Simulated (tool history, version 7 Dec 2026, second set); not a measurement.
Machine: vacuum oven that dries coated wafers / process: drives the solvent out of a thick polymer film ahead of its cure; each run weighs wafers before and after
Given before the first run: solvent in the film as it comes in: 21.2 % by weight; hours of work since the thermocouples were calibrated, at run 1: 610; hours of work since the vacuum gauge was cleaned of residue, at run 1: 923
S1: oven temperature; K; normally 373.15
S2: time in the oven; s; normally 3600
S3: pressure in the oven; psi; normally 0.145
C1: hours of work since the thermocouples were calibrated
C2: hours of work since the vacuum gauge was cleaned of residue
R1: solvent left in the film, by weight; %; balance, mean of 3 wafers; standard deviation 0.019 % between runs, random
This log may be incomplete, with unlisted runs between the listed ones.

run   hour      S1    S2     S3   C1    C2    R1
  1    0.0  373.15  3600  0.145  610   923  1.21
  2   28.5  373.15  3600  0.145  631   944  1.26
  3   49.5  373.15  3600  0.145  647   960  1.20
  4   85.2  373.15  3600  0.145  674   987  1.21
  5  132.3  373.15  3600  0.145  709  1022  1.28
  6  178.6  373.15  3600  0.145  743  1056  1.22
  7  227.1  373.15  2220  0.145  779  1092  2.69
  8  263.3  373.15  3600  0.145  806  1119  1.23
  9  291.3  373.15  3960  0.145  827  1140  1.11
     300.4  -- oven's thermocouples calibrated
 10  323.3  373.15  3960  0.145   17  1162  1.16
 11  364.9  373.15  3960  0.145   48  1193  1.20
 12  391.6  373.15  4380  0.145   68  1213  1.01
 13  428.7  386.15  4380  0.145   95  1240  0.48
 14  458.7  386.15  4380  0.145  118  1263  0.50
 15  501.4  364.15  2220  0.145  149  1294  5.51
 16  540.1  364.15  2220  0.145  178  1323  5.48
 17  577.6  375.15  3900  0.119  206  1351  0.89
 18  622.8  375.15  3900  0.119  240  1384  0.90
     632.3  -- vacuum gauge cleaned of residue and calibrated
 19  651.0  373.15  4980  0.144  259    14  0.76
 20  683.9  363.15  3600  0.466  284    38  4.62
 21  715.6  363.15  3600  0.466  307    62  4.58
 22  757.9  363.15  3600  0.466  339    93  4.65
 23  807.7  384.15  2400  0.551  376   130  1.78

4 ways to go on from here, each from the tool as it stands after run 23. What would each give?
  A  831.5  373.15  4560  0.145  393  148   ?
  B  831.5  373.15  3600  0.100  393  148   ?
  C  831.5  373.15  3600  0.145  393  148   ?
  D  831.5  373.15  3600  0.278  393  148   ?

run    R1
  A  0.82
  B  0.96
  C  1.10
  D  1.62
Without the tool's unlogged condition, the same runs would have read:
run    R1
  A  0.88
  B  1.08
  C  1.23
  D  1.77

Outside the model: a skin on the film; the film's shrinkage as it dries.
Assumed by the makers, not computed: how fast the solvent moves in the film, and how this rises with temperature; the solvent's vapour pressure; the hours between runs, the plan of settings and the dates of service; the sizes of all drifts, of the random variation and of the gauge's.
